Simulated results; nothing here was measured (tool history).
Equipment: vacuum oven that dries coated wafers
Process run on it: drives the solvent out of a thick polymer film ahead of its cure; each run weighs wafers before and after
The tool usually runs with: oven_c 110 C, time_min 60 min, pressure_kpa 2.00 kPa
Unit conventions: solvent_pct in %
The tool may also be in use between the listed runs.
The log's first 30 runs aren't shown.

run	hour	oven_c	time_min	pressure_kpa	hours of work since the thermocouples were calibrated	hours of work since the vacuum gauge was cleaned of residue	solvent_pct
31	346.4	103	39	3.27	336	354	7.16
32	357.3	103	39	3.27	344	362	7.15
33	365.7	125	95	2.00	350	368	1.19
34	377.0	100	46	1.04	358	376	4.91
35	389.1	122	69	2.28	367	385	1.50
36	398.3	103	60	2.00	374	392	3.89
37	414.0	103	60	2.00	385	403	3.92
38	423.9	96	41	3.92	392	410	10.21
39	436.4	105	62	2.99	401	419	4.30
40	446.0	98	34	2.49	408	426	8.94

Run 41 comes next. What will it give?
41	457.3	110	35	3.01	417	435	?

solvent_pct: 5.22 %
Without the tool's hidden state the same run would have given solvent_pct 5.20 %.
